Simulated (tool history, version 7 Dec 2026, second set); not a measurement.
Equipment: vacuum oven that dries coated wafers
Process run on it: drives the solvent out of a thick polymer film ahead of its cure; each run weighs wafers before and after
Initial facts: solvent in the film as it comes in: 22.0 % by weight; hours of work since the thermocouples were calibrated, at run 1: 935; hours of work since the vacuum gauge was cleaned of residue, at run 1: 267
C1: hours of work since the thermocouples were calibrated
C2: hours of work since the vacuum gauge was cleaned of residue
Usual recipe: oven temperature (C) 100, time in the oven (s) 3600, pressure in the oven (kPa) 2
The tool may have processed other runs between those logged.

{"run": 1, "day": 0.0, "oven temperature (C)": 100, "time in the oven (s)": 3600, "pressure in the oven (kPa)": 2, "C1": 935, "C2": 267, "solvent left in the film (%)": 3.08}
{"run": 2, "day": 0.479, "oven temperature (C)": 100, "time in the oven (s)": 3600, "pressure in the oven (kPa)": 2, "C1": 941, "C2": 273, "solvent left in the film (%)": 2.95}
{"run": 3, "day": 0.95, "oven temperature (C)": 100, "time in the oven (s)": 3600, "pressure in the oven (kPa)": 2, "C1": 947, "C2": 279, "solvent left in the film (%)": 3.02}
{"run": 4, "day": 1.342, "oven temperature (C)": 100, "time in the oven (s)": 3600, "pressure in the oven (kPa)": 2, "C1": 952, "C2": 284, "solvent left in the film (%)": 3.08}
{"run": 5, "day": 1.862, "oven temperature (C)": 100, "time in the oven (s)": 3600, "pressure in the oven (kPa)": 2, "C1": 959, "C2": 291, "solvent left in the film (%)": 3.02}
{"run": 6, "day": 2.292, "oven temperature (C)": 100, "time in the oven (s)": 5100, "pressure in the oven (kPa)": 2, "C1": 965, "C2": 297, "solvent left in the film (%)": 1.78}
{"run": 7, "day": 2.6, "oven temperature (C)": 100, "time in the oven (s)": 2400, "pressure in the oven (kPa)": 2, "C1": 969, "C2": 301, "solvent left in the film (%)": 5.09}
{"run": 8, "day": 2.888, "oven temperature (C)": 100, "time in the oven (s)": 2340, "pressure in the oven (kPa)": 2, "C1": 972, "C2": 304, "solvent left in the film (%)": 5.32}
{"run": 9, "day": 3.196, "oven temperature (C)": 100, "time in the oven (s)": 5580, "pressure in the oven (kPa)": 2, "C1": 976, "C2": 308, "solvent left in the film (%)": 1.48}
{"run": 10, "day": 3.429, "oven temperature (C)": 100, "time in the oven (s)": 3600, "pressure in the oven (kPa)": 2.95, "C1": 979, "C2": 311, "solvent left in the film (%)": 3.45}
{"run": 11, "day": 3.954, "oven temperature (C)": 100, "time in the oven (s)": 3600, "pressure in the oven (kPa)": 2.95, "C1": 986, "C2": 318, "solvent left in the film (%)": 3.32}
{"run": 12, "day": 4.396, "oven temperature (C)": 100, "time in the oven (s)": 3600, "pressure in the oven (kPa)": 2.95, "C1": 992, "C2": 324, "solvent left in the film (%)": 3.45}
{"run": 13, "day": 4.788, "oven temperature (C)": 100, "time in the oven (s)": 3600, "pressure in the oven (kPa)": 2.95, "C1": 997, "C2": 329, "solvent left in the film (%)": 3.45}
{"run": 14, "day": 5.167, "oven temperature (C)": 100, "time in the oven (s)": 3600, "pressure in the oven (kPa)": 2.95, "C1": 1002, "C2": 334, "solvent left in the film (%)": 3.53}
{"run": 15, "day": 5.583, "oven temperature (C)": 100, "time in the oven (s)": 3600, "pressure in the oven (kPa)": 2.95, "C1": 1007, "C2": 339, "solvent left in the film (%)": 3.33}
{"run": 16, "day": 5.95, "oven temperature (C)": 100, "time in the oven (s)": 4800, "pressure in the oven (kPa)": 2, "C1": 1012, "C2": 344, "solvent left in the film (%)": 2.02}
{"run": 17, "day": 6.412, "oven temperature (C)": 100, "time in the oven (s)": 3600, "pressure in the oven (kPa)": 6.36, "C1": 1018, "C2": 350, "solvent left in the film (%)": 4.65}
{"run": 18, "day": 6.912, "oven temperature (C)": 91, "time in the oven (s)": 3600, "pressure in the oven (kPa)": 2, "C1": 1025, "C2": 357, "solvent left in the film (%)": 5.93}
{"run": 19, "day": 7.258, "oven temperature (C)": 100, "time in the oven (s)": 1980, "pressure in the oven (kPa)": 2, "C1": 1029, "C2": 361, "solvent left in the film (%)": 6.32}
{"run": 20, "day": 7.521, "oven temperature (C)": 112, "time in the oven (s)": 3600, "pressure in the oven (kPa)": 2, "C1": 1033, "C2": 365, "solvent left in the film (%)": 0.98}
{"run": 21, "day": 8.0, "oven temperature (C)": 112, "time in the oven (s)": 3600, "pressure in the oven (kPa)": 2, "C1": 1039, "C2": 371, "solvent left in the film (%)": 0.95}
{"run": 22, "day": 8.321, "oven temperature (C)": 96, "time in the oven (s)": 3600, "pressure in the oven (kPa)": 2, "C1": 1043, "C2": 375, "solvent left in the film (%)": 4.18}
{"run": 23, "day": 8.721, "oven temperature (C)": 100, "time in the oven (s)": 3600, "pressure in the oven (kPa)": 2, "C1": 1048, "C2": 380, "solvent left in the film (%)": 3.22}
{"run": 24, "day": 9.112, "oven temperature (C)": 100, "time in the oven (s)": 3600, "pressure in the oven (kPa)": 2, "C1": 1053, "C2": 385, "solvent left in the film (%)": 3.07}
{"run": 25, "day": 9.429, "oven temperature (C)": 100, "time in the oven (s)": 2280, "pressure in the oven (kPa)": 1.6, "C1": 1057, "C2": 389, "solvent left in the film (%)": 5.39}
{"run": 26, "day": 9.688, "oven temperature (C)": 100, "time in the oven (s)": 1920, "pressure in the oven (kPa)": 2, "C1": 1061, "C2": 393, "solvent left in the film (%)": 6.67}
{"run": 27, "day": 9.954, "oven temperature (C)": 100, "time in the oven (s)": 1920, "pressure in the oven (kPa)": 2, "C1": 1064, "C2": 396, "solvent left in the film (%)": 6.67}
{"run": 28, "day": 10.446, "oven temperature (C)": 100, "time in the oven (s)": 1920, "pressure in the oven (kPa)": 2, "C1": 1071, "C2": 403, "solvent left in the film (%)": 6.58}
{"run": 29, "day": 10.908, "oven temperature (C)": 100, "time in the oven (s)": 1800, "pressure in the oven (kPa)": 1.83, "C1": 1077, "C2": 409, "solvent left in the film (%)": 7.06}
{"run": 30, "day": 11.421, "oven temperature (C)": 90, "time in the oven (s)": 1800, "pressure in the oven (kPa)": 5.46, "C1": 1083, "C2": 415, "solvent left in the film (%)": 11.93}
{"run": 31, "day": 11.779, "oven temperature (C)": 87, "time in the oven (s)": 4500, "pressure in the oven (kPa)": 5.9, "C1": 1088, "C2": 420, "solvent left in the film (%)": 8.15}
{"run": 32, "day": 12.129, "oven temperature (C)": 87, "time in the oven (s)": 4500, "pressure in the oven (kPa)": 5.9, "C1": 1092, "C2": 424, "solvent left in the film (%)": 8.11}
{"day": 12.233, "done": "vacuum gauge cleaned of residue and calibrated"}
{"run": 33, "day": 12.642, "oven temperature (C)": 87, "time in the oven (s)": 4500, "pressure in the oven (kPa)": 5.9, "C1": 1098, "C2": 5, "solvent left in the film (%)": 8.25}

Run 34 is up next; what results do you expect?
{"run": 34, "day": 12.908, "oven temperature (C)": 87, "time in the oven (s)": 4500, "pressure in the oven (kPa)": 5.9, "C1": 1102, "C2": 9, "solvent left in the film (%)": "?"}

{"run 34": {"solvent left in the film (%)": 8.25}}
If the tool had no hidden condition, the same run with the same run-to-run variation would have returned solvent left in the film (%) 7.38.
